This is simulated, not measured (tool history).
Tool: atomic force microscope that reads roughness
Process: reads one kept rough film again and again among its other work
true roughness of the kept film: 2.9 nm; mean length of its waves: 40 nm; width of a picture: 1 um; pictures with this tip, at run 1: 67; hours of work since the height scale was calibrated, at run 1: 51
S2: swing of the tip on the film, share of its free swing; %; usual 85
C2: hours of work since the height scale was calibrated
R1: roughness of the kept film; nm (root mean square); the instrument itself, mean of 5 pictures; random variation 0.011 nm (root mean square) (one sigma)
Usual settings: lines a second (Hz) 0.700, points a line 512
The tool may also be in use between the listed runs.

Run 1, day 0.000: usual settings; pictures with this tip 67; C2 51. Result: R1 2.597 nm (root mean square).
Run 2, day 0.267: usual settings but lines a second (Hz) 2.608; pictures with this tip 78; C2 55. Result: R1 2.295 nm (root mean square).
Run 3, day 0.571: usual settings but lines a second (Hz) 0.652; pictures with this tip 90; C2 59. Result: R1 2.607 nm (root mean square).
Run 4, day 0.933: usual settings but lines a second (Hz) 0.652; pictures with this tip 104; C2 64. Result: R1 2.614 nm (root mean square).
Run 5, day 1.171: usual settings but lines a second (Hz) 0.652; pictures with this tip 114; C2 68. Result: R1 2.617 nm (root mean square).
Run 6, day 1.529: usual settings but lines a second (Hz) 0.652; pictures with this tip 128; C2 73. Result: R1 2.628 nm (root mean square).
Run 7, day 1.908: usual settings but lines a second (Hz) 0.652; pictures with this tip 142; C2 78. Result: R1 2.621 nm (root mean square).
Run 8, day 2.104: usual settings but lines a second (Hz) 0.652; pictures with this tip 150; C2 81. Result: R1 2.607 nm (root mean square).
Run 9, day 2.262: usual settings but lines a second (Hz) 0.652; pictures with this tip 157; C2 84. Result: R1 2.607 nm (root mean square).
Run 10, day 2.600: usual settings but lines a second (Hz) 0.652; pictures with this tip 170; C2 88. Result: R1 2.602 nm (root mean square).
Run 11, day 2.808: usual settings but lines a second (Hz) 0.652; pictures with this tip 178; C2 91. Result: R1 2.605 nm (root mean square).
Run 12, day 2.996: usual settings but lines a second (Hz) 0.612; pictures with this tip 185; C2 94. Result: R1 2.633 nm (root mean square).
Run 13, day 3.275: usual settings; pictures with this tip 196; C2 98. Result: R1 2.625 nm (root mean square).
Run 14, day 3.500: usual settings; pictures with this tip 205; C2 101. Result: R1 2.602 nm (root mean square).
Run 15, day 3.717: usual settings; pictures with this tip 214; C2 104. Result: R1 2.603 nm (root mean square).
At day 3.846: new tip fitted.
Run 16, day 3.954: usual settings; pictures with this tip 4; C2 107. Result: R1 2.608 nm (root mean square).
Run 17, day 4.121: usual settings but points a line 818; pictures with this tip 11; C2 110. Result: R1 2.602 nm (root mean square).
Run 18, day 4.454: usual settings but points a line 818; pictures with this tip 24; C2 115. Result: R1 2.611 nm (root mean square).
Run 19, day 4.804: usual settings but points a line 297; pictures with this tip 38; C2 120. Result: R1 2.613 nm (root mean square).
Run 20, day 5.033: usual settings but points a line 297; pictures with this tip 47; C2 123. Result: R1 2.598 nm (root mean square).
Run 21, day 5.412: usual settings but points a line 297; pictures with this tip 62; C2 128. Result: R1 2.592 nm (root mean square).
Run 22, day 5.733: usual settings but lines a second (Hz) 1.616; pictures with this tip 74; C2 133. Result: R1 2.451 nm (root mean square).
Run 23, day 6.046: usual settings; pictures with this tip 87; C2 137. Result: R1 2.611 nm (root mean square).
Run 24, day 6.217: usual settings but S2 76 %; pictures with this tip 93; C2 140. Result: R1 2.644 nm (root mean square).
Run 25, day 6.483: usual settings but lines a second (Hz) 3.589; pictures with this tip 104; C2 143. Result: R1 2.125 nm (root mean square).
Run 26, day 6.875: usual settings but lines a second (Hz) 3.589; pictures with this tip 119; C2 149. Result: R1 2.145 nm (root mean square).
Run 27, day 7.192: usual settings but lines a second (Hz) 3.589, S2 84 %, points a line 610; pictures with this tip 132; C2 154. Result: R1 2.164 nm (root mean square).
Run 28, day 7.492: usual settings but lines a second (Hz) 0.701, S2 88 %, points a line 473; pictures with this tip 144; C2 158. Result: R1 2.588 nm (root mean square).
Run 29, day 7.796: usual settings but lines a second (Hz) 1.301, points a line 383; pictures with this tip 156; C2 162. Result: R1 2.476 nm (root mean square).
Run 30, day 8.167: usual settings but lines a second (Hz) 1.462, S2 84 %; pictures with this tip 170; C2 168. Result: R1 2.478 nm (root mean square).
Run 31, day 8.329: usual settings but lines a second (Hz) 2.271, S2 79 %, points a line 723; pictures with this tip 177; C2 170. Result: R1 2.428 nm (root mean square).
Run 32, day 8.562: usual settings but lines a second (Hz) 3.635, S2 82 %; pictures with this tip 186; C2 173. Result: R1 2.204 nm (root mean square).
Run 33, day 8.775: usual settings but lines a second (Hz) 1.772, points a line 370; pictures with this tip 194; C2 176. Result: R1 2.411 nm (root mean square).
Run 34, day 9.079: usual settings but lines a second (Hz) 0.654, S2 60 %, points a line 403; pictures with this tip 206; C2 181. Result: R1 2.706 nm (root mean square).
Run 35, day 9.350: usual settings but lines a second (Hz) 0.654, S2 60 %, points a line 403; pictures with this tip 217; C2 184. Result: R1 2.716 nm (root mean square).
At day 9.404: new tip fitted.
Run 36, day 9.688: usual settings but lines a second (Hz) 3.582, points a line 316; pictures with this tip 11; C2 189. Result: R1 2.133 nm (root mean square).
Run 37, day 9.950: usual settings but S2 76 %, points a line 272; pictures with this tip 22; C2 193. Result: R1 2.648 nm (root mean square).
Run 38, day 10.308: usual settings but points a line 328; pictures with this tip 36; C2 198. Result: R1 2.610 nm (root mean square).
Run 39, day 10.629: usual settings but points a line 328; pictures with this tip 48; C2 202. Result: R1 2.589 nm (root mean square).
Run 40, day 10.904: usual settings but points a line 328; pictures with this tip 59; C2 206. Result: R1 2.599 nm (root mean square).
Run 41, day 11.108: usual settings but lines a second (Hz) 1.400, S2 90 %, points a line 448; pictures with this tip 67; C2 209. Result: R1 2.432 nm (root mean square).
Run 42, day 11.338: usual settings but lines a second (Hz) 0.792; pictures with this tip 76; C2 213. Result: R1 2.605 nm (root mean square).
Run 43, day 11.596: usual settings but S2 74 %, points a line 664; pictures with this tip 87; C2 216. Result: R1 2.666 nm (root mean square).
Run 44, day 11.983: usual settings but S2 74 %, points a line 664; pictures with this tip 102; C2 222. Result: R1 2.678 nm (root mean square).
Run 45, day 12.217: usual settings but lines a second (Hz) 1.408, S2 56 %, points a line 333; pictures with this tip 111; C2 225. Result: R1 2.692 nm (root mean square).
Run 46, day 12.571: usual settings but lines a second (Hz) 2.479, points a line 473; pictures with this tip 125; C2 230. Result: R1 2.295 nm (root mean square).
Run 47, day 12.779: usual settings but lines a second (Hz) 1.368, S2 58 %, points a line 462; pictures with this tip 133; C2 233. Result: R1 2.683 nm (root mean square).
Run 48, day 12.954: usual settings but S2 78 %; pictures with this tip 140; C2 236. Result: R1 2.649 nm (root mean square).
Run 49, day 13.192: usual settings but S2 78 %; pictures with this tip 149; C2 239. Result: R1 2.655 nm (root mean square).
Run 50, day 13.458: usual settings but S2 78 %; pictures with this tip 160; C2 243. Result: R1 2.638 nm (root mean square).
Run 51, day 13.642: usual settings but S2 78 %; pictures with this tip 167; C2 245. Result: R1 2.647 nm (root mean square).
Run 52, day 13.933: usual settings but S2 66 %, points a line 318; pictures with this tip 179; C2 250. Result: R1 2.679 nm (root mean square).

Hidden state at the last listed run before each entry between runs and at the first one after, where it differs:
Between runs 15 and 16: new tip fitted (day 3.846)
  radius of the tip, nm: 7.3 -> 7
Between runs 35 and 36: new tip fitted (day 9.404)
  radius of the tip, nm: 7.3 -> 7
